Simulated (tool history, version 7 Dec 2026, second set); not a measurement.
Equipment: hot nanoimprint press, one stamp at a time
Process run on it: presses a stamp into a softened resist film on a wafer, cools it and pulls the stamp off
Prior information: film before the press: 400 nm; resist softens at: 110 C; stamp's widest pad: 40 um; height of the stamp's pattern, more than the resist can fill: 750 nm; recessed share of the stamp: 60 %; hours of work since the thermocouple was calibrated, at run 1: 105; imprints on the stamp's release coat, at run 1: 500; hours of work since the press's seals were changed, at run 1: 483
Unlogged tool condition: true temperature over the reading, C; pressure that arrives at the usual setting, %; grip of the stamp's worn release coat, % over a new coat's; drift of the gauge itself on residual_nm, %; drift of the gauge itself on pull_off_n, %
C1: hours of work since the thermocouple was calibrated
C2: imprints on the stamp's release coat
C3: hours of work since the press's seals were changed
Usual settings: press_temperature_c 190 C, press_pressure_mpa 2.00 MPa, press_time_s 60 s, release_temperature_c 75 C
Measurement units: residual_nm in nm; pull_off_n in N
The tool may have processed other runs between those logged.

run 1 day=0.000 | press_temperature_c=190 press_pressure_mpa=2.00 press_time_s=60 release_temperature_c=75 | C1=105 C2=500 C3=483 | residual_nm=152.3 pull_off_n=171.6
run 2 day=0.475 | press_temperature_c=190 press_pressure_mpa=2.00 press_time_s=60 release_temperature_c=75 | C1=112 C2=543 C3=490 | residual_nm=152.6 pull_off_n=171.9
-- day=0.883 stamp cleaned and given a new release coat
run 3 day=1.262 | press_temperature_c=190 press_pressure_mpa=2.00 press_time_s=60 release_temperature_c=75 | C1=120 C2=34 C3=498 | residual_nm=151.3 pull_off_n=161.6
run 4 day=1.829 | press_temperature_c=191 press_pressure_mpa=2.00 press_time_s=60 release_temperature_c=75 | C1=129 C2=85 C3=507 | residual_nm=145.6 pull_off_n=163.8
run 5 day=2.204 | press_temperature_c=191 press_pressure_mpa=2.39 press_time_s=60 release_temperature_c=75 | C1=135 C2=119 C3=513 | residual_nm=132.9 pull_off_n=163.7
run 6 day=2.608 | press_temperature_c=190 press_pressure_mpa=2.00 press_time_s=44 release_temperature_c=75 | C1=141 C2=156 C3=519 | residual_nm=171.2 pull_off_n=163.8
run 7 day=3.146 | press_temperature_c=190 press_pressure_mpa=2.00 press_time_s=44 release_temperature_c=75 | C1=149 C2=204 C3=527 | residual_nm=171.4 pull_off_n=165.4
run 8 day=3.754 | press_temperature_c=190 press_pressure_mpa=2.00 press_time_s=103 release_temperature_c=75 | C1=159 C2=259 C3=537 | residual_nm=121.9 pull_off_n=166.0
run 9 day=4.496 | press_temperature_c=190 press_pressure_mpa=2.00 press_time_s=60 release_temperature_c=75 | C1=170 C2=326 C3=548 | residual_nm=151.5 pull_off_n=166.3
-- day=4.662 plate thermocouple calibrated
run 10 day=5.379 | press_temperature_c=190 press_pressure_mpa=2.00 press_time_s=60 release_temperature_c=75 | C1=11 C2=394 C3=560 | residual_nm=149.4 pull_off_n=168.0
run 11 day=6.146 | press_temperature_c=190 press_pressure_mpa=2.00 press_time_s=60 release_temperature_c=75 | C1=23 C2=463 C3=571 | residual_nm=149.6 pull_off_n=169.0
run 12 day=6.642 | press_temperature_c=190 press_pressure_mpa=2.00 press_time_s=48 release_temperature_c=65 | C1=30 C2=508 C3=579 | residual_nm=163.1 pull_off_n=202.6
-- day=6.862 plate thermocouple calibrated, once more
-- day=7.550 stamp cleaned and given a new release coat
run 13 day=7.550 | press_temperature_c=190 press_pressure_mpa=2.00 press_time_s=48 release_temperature_c=82 | C1=7 C2=0 C3=587 | residual_nm=167.5 pull_off_n=139.4
run 14 day=7.942 | press_temperature_c=180 press_pressure_mpa=2.00 press_time_s=60 release_temperature_c=77 | C1=13 C2=36 C3=593 | residual_nm=237.9 pull_off_n=156.0
run 15 day=8.329 | press_temperature_c=180 press_pressure_mpa=2.00 press_time_s=60 release_temperature_c=77 | C1=19 C2=71 C3=599 | residual_nm=236.5 pull_off_n=156.6
run 16 day=8.775 | press_temperature_c=190 press_pressure_mpa=2.00 press_time_s=60 release_temperature_c=74 | C1=26 C2=111 C3=606 | residual_nm=153.3 pull_off_n=165.5
run 17 day=9.621 | press_temperature_c=195 press_pressure_mpa=2.54 press_time_s=109 release_temperature_c=75 | C1=39 C2=187 C3=619 | residual_nm=84.5 pull_off_n=165.3
run 18 day=10.288 | press_temperature_c=190 press_pressure_mpa=1.41 press_time_s=60 release_temperature_c=75 | C1=49 C2=247 C3=629 | residual_nm=179.1 pull_off_n=165.1
run 19 day=10.675 | press_temperature_c=190 press_pressure_mpa=1.41 press_time_s=60 release_temperature_c=75 | C1=55 C2=282 C3=635 | residual_nm=179.8 pull_off_n=167.3
run 20 day=11.408 | press_temperature_c=190 press_pressure_mpa=1.63 press_time_s=76 release_temperature_c=75 | C1=66 C2=348 C3=647 | residual_nm=153.4 pull_off_n=168.0
run 21 day=12.004 | press_temperature_c=190 press_pressure_mpa=2.74 press_time_s=59 release_temperature_c=68 | C1=75 C2=402 C3=656 | residual_nm=131.7 pull_off_n=191.8

Each row is a separate what-if for the run after 21, all from the same tool condition, not one after another. Results?
run A day=12.546 | press_temperature_c=194 press_pressure_mpa=1.48 press_time_s=107 release_temperature_c=68 | C1=83 C2=451 C3=664 | residual_nm=? pull_off_n=?
run B day=12.546 | press_temperature_c=195 press_pressure_mpa=1.88 press_time_s=59 release_temperature_c=79 | C1=83 C2=451 C3=664 | residual_nm=? pull_off_n=?
run C day=12.546 | press_temperature_c=190 press_pressure_mpa=1.69 press_time_s=39 release_temperature_c=67 | C1=83 C2=451 C3=664 | residual_nm=? pull_off_n=?
run D day=12.546 | press_temperature_c=190 press_pressure_mpa=2.74 press_time_s=42 release_temperature_c=68 | C1=83 C2=451 C3=664 | residual_nm=? pull_off_n=?

run=A residual_nm=116.8 pull_off_n=192.1
run=B residual_nm=127.0 pull_off_n=155.6
run=C residual_nm=193.4 pull_off_n=194.4
run=D residual_nm=151.4 pull_off_n=191.9
Without the tool's unlogged condition, the same runs would have read:
run=A residual_nm=116.1 pull_off_n=183.2
run=B residual_nm=125.8 pull_off_n=148.5
run=C residual_nm=192.2 pull_off_n=185.4
run=D residual_nm=148.8 pull_off_n=183.1

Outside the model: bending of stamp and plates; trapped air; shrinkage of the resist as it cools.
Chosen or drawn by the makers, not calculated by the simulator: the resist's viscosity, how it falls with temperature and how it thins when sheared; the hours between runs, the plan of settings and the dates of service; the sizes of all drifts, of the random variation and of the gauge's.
